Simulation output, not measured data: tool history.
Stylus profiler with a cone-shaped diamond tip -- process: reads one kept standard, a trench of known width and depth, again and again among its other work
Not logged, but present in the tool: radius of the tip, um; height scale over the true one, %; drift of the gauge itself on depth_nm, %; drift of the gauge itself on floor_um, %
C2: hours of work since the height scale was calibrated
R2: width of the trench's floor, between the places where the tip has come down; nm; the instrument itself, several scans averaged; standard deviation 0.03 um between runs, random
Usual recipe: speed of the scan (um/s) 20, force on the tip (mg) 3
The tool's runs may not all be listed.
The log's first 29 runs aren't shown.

{"run": 30, "hour": 2765.5, "speed of the scan (um/s)": 12, "force on the tip (mg)": 2.14, "scans with this tip": 6330, "C2": 587, "depth of the trench (Å)": 5063.6, "R2": 46960}
{"run": 31, "hour": 2849.0, "speed of the scan (um/s)": 10, "force on the tip (mg)": 7.31, "scans with this tip": 7048, "C2": 653, "depth of the trench (Å)": 5150.2, "R2": 46940}
{"run": 32, "hour": 2959.0, "speed of the scan (um/s)": 68, "force on the tip (mg)": 7.26, "scans with this tip": 7994, "C2": 741, "depth of the trench (Å)": 5149.4, "R2": 46710}
{"run": 33, "hour": 3052.4, "speed of the scan (um/s)": 13, "force on the tip (mg)": 4.09, "scans with this tip": 8796, "C2": 815, "depth of the trench (Å)": 5099.6, "R2": 46890}
{"run": 34, "hour": 3125.3, "speed of the scan (um/s)": 65, "force on the tip (mg)": 3.05, "scans with this tip": 9423, "C2": 873, "depth of the trench (Å)": 5082.6, "R2": 46570}
{"run": 35, "hour": 3193.9, "speed of the scan (um/s)": 78, "force on the tip (mg)": 1.38, "scans with this tip": 10012, "C2": 928, "depth of the trench (Å)": 5050, "R2": 46290}
{"run": 36, "hour": 3265.7, "speed of the scan (um/s)": 24, "force on the tip (mg)": 2.52, "scans with this tip": 10629, "C2": 985, "depth of the trench (Å)": 5075.9, "R2": 46830}
{"run": 37, "hour": 3319.4, "speed of the scan (um/s)": 53, "force on the tip (mg)": 7.96, "scans with this tip": 11091, "C2": 1028, "depth of the trench (Å)": 5156.3, "R2": 46760}
{"run": 38, "hour": 3415.7, "speed of the scan (um/s)": 15, "force on the tip (mg)": 1.72, "scans with this tip": 11919, "C2": 1105, "depth of the trench (Å)": 5056.4, "R2": 46870}
{"run": 39, "hour": 3529.6, "speed of the scan (um/s)": 18, "force on the tip (mg)": 3, "scans with this tip": 12898, "C2": 1196, "depth of the trench (Å)": 5081.3, "R2": 46860}
{"run": 40, "hour": 3643.2, "speed of the scan (um/s)": 75, "force on the tip (mg)": 3, "scans with this tip": 13874, "C2": 1286, "depth of the trench (Å)": 5083.4, "R2": 46550}
{"run": 41, "hour": 3749.1, "speed of the scan (um/s)": 6, "force on the tip (mg)": 1.01, "scans with this tip": 14785, "C2": 1370, "depth of the trench (Å)": 5036.7, "R2": 46860}

Below are 4 alternative next runs, each starting from the tool's condition after run 41. Predict each:
{"hour": 3758.4, "done": "new tip fitted, height scale calibrated"}
{"run": "A", "hour": 3813.6, "speed of the scan (um/s)": 20, "force on the tip (mg)": 1.25, "scans with this tip": 475, "C2": 44, "depth of the trench (Å)": "?", "R2": "?"}
{"hour": 3758.4, "done": "new tip fitted, height scale calibrated"}
{"run": "B", "hour": 3813.6, "speed of the scan (um/s)": 7, "force on the tip (mg)": 7.17, "scans with this tip": 475, "C2": 44, "depth of the trench (Å)": "?", "R2": "?"}
{"hour": 3758.4, "done": "new tip fitted, height scale calibrated"}
{"run": "C", "hour": 3813.6, "speed of the scan (um/s)": 6, "force on the tip (mg)": 2.77, "scans with this tip": 475, "C2": 44, "depth of the trench (Å)": "?", "R2": "?"}
{"hour": 3758.4, "done": "new tip fitted, height scale calibrated"}
{"run": "D", "hour": 3813.6, "speed of the scan (um/s)": 6, "force on the tip (mg)": 1.31, "scans with this tip": 475, "C2": 44, "depth of the trench (Å)": "?", "R2": "?"}

run=A depth_of_the_trench_(Å)=5044.2 R2=46790
run=B depth_of_the_trench_(Å)=5147.4 R2=47010
run=C depth_of_the_trench_(Å)=5078.4 R2=46920
run=D depth_of_the_trench_(Å)=5046.2 R2=46910
Had the tool no hidden state, the same runs would have come out as:
run=A depth_of_the_trench_(Å)=5044.2 R2=46790
run=B depth_of_the_trench_(Å)=5147.4 R2=47020
run=C depth_of_the_trench_(Å)=5078.4 R2=46920
run=D depth_of_the_trench_(Å)=5046.2 R2=46910

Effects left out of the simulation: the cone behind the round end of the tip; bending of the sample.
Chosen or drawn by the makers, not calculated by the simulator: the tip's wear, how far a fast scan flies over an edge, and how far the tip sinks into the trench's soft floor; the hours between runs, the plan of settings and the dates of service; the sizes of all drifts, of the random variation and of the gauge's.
